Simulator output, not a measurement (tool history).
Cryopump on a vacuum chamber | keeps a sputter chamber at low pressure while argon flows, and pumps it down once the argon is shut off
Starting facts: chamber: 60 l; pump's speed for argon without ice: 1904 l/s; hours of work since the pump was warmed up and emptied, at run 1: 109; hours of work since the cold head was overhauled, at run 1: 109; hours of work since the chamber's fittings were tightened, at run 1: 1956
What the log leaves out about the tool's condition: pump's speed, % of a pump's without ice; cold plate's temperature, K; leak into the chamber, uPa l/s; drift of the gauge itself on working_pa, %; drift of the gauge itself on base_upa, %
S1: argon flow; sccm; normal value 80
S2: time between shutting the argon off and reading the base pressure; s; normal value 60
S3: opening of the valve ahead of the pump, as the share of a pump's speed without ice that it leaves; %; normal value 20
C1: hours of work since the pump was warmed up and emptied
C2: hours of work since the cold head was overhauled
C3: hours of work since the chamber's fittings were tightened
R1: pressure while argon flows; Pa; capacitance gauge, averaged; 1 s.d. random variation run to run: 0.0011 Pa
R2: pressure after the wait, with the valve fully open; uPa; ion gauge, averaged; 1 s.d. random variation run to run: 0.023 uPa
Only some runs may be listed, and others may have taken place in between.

run   hour   S1   S2  S3   C1   C2    C3      R1    R2
  1      0   80   60  20  109  109  1956  0.3585  1.62
  2   30.5   80   60  53  131  131  1978   0.137  1.67
  3   60.8   80   60  20  153  153  2000  0.3584  1.69
  4   95.2   80   60  20  178  178  2025  0.3588  1.71
  5    111   80   60  20  190  190  2037   0.361  1.75
  6  134.8   80   78  20  207  207  2054  0.3598  1.55
  7  168.5  140   60  20  232  232  2079  0.6291  1.77
  8  189.8  140   60  20  248  248  2095  0.6343  1.76
  9    217  140   60  20  267  267  2114  0.6302  1.79
 10  236.4  140   60  20  282  282  2129  0.6303  1.79
 11  266.1  140   60  20  303  303  2150  0.6297  1.79
 12  293.2   80   60  20  323  323  2170   0.363  1.79
 13  324.5   80   60  20  346  346  2193  0.3622  1.73
 14  356.6   80   60  20  369  369  2216  0.3618  1.83
 15    372   80   60  20  380  380  2227  0.3601  1.82
 16  396.2   80   60  20  398  398  2245  0.3633  1.87
 17  425.2   93   60  20  419  419  2266  0.4223  1.87
 18  451.4   93   60  20  438  438  2285   0.422  1.89
 19  470.3   47   31  30  452  452  2299  0.1444  2.45
 20    486   47   31  30  464  464  2311   0.144  2.39
 21  517.2   80   24  20  486  486  2333  0.3631  2.79
 22  534.7   80   82  34  499  499  2346  0.2171   1.8
 23    566  113   60  20  522  522  2369  0.5134  1.89
 24  581.2   36   50  31  533  533  2380  0.1076  2.11
 25  615.9   36   50  31  558  558  2405  0.1075  2.09
 26  648.7   36   50  31  582  582  2429  0.1082  2.16
 27  678.7   36   50  31  604  604  2451  0.1076  2.12
 28  714.3   36   50  31  630  630  2477  0.1086  2.16
 29  750.4   36   63  31  656  656  2503  0.1084  1.95
 30  776.7  115   63  18  676  676  2523  0.5801  1.99
 31  804.5  115   63  18  696  696  2543   0.585     2
 32    837  115   63  18  720  720  2567  0.5863  2.04
 33  870.9  115  189  21  744  744  2591  0.5028  1.66

Each run again, without the hidden state but with its own random variation kept:
run      R1    R2
  1  0.3556  0.75
  2  0.1337  0.79
  3  0.3549  0.79
  4   0.355  0.79
  5   0.357  0.82
  6  0.3556  0.62
  7   0.621  0.81
  8  0.6257   0.8
  9  0.6212   0.8
 10  0.6211  0.81
 11  0.6199  0.79
 12  0.3571  0.79
 13   0.356  0.75
 14  0.3552   0.8
 15  0.3533  0.76
 16  0.3563  0.81
 17  0.4137   0.8
 18  0.4131  0.78
 19  0.1398  1.36
 20  0.1392  1.33
 21  0.3547  1.69
 22  0.2085  0.63
 23  0.5008  0.76
 24  0.1035  0.94
 25  0.1031   0.9
 26  0.1037  0.96
 27   0.103   0.9
 28  0.1037  0.91
 29  0.1033  0.73
 30  0.5637  0.73
 31   0.568  0.73
 32  0.5688  0.75
 33  0.4847  0.36
